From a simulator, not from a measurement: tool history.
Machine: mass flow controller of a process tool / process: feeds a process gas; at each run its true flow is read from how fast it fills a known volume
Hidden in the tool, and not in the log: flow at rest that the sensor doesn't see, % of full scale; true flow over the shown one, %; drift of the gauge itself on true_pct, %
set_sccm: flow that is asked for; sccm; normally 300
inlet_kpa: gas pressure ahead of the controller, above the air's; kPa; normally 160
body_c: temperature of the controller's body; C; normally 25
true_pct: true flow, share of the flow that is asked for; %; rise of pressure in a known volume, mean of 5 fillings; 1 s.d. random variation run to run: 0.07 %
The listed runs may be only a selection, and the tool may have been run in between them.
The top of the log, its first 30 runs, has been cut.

run     hour  set_sccm  inlet_kpa  body_c  hours of work since the controller was set to zero  hours of work since the controller was changed  true_pct
 31  10444.3        70        180      39                                                1982                                            8721    104.58
 32  10832.4        94        180      39                                                2194                                            8932    104.32
 33  11202.2       158        191      21                                                2396                                            9134    101.86
 34  11688.9        67        167      24                                                2661                                            9399    104.25
 35  11972.8        67        167      24                                                2816                                            9554    104.53
 36  12309.6       300        160      34                                                2999                                            9737    103.24
 37  12806.9       300        160      34                                                3270                                           10008    103.48
 38  13168.6       105        160      24                                                3467                                           10206    103.81
 39  13443.6       105        268      34                                                3617                                           10355    105.83
 40  13823.7       300        147      31                                                3824                                           10563    103.36
 41  14306.7        95        173      31                                                4088                                           10826    105.74
 42  14596.7        95        173      31                                                4246                                           10984    105.97
 43  14799.5        95        173      31                                                4356                                           11094    106.09
 44  15030.3        95        173      31                                                4482                                           11220    106.30
 45  15431.9       266        160      21                                                4701                                           11439    102.76
 46  15799.1       300        188      25                                                4901                                           11639    103.46
 47  16146.1       300        188      25                                                5090                                           11828    103.62

What if the next run were any one of these 5? Each begins from the tool's condition after run 47:
  A  16375.1        55        160      25                                                5215                                           11953         ?
  B  16375.1       300        188      31                                                5215                                           11953         ?
  C  16375.1        90        177      24                                                5215                                           11953         ?
  D  16375.1       103        188      25                                                5215                                           11953         ?
  E  16375.1       425        165      32                                                5215                                           11953         ?

run  true_pct
  A    110.12
  B    104.37
  C    106.64
  D    106.16
  E    104.23
The same runs, with their run-to-run variation unchanged, on a tool lacking any hidden condition would have given:
run  true_pct
  A     97.90
  B     99.79
  C     98.06
  D     98.30
  E    100.16
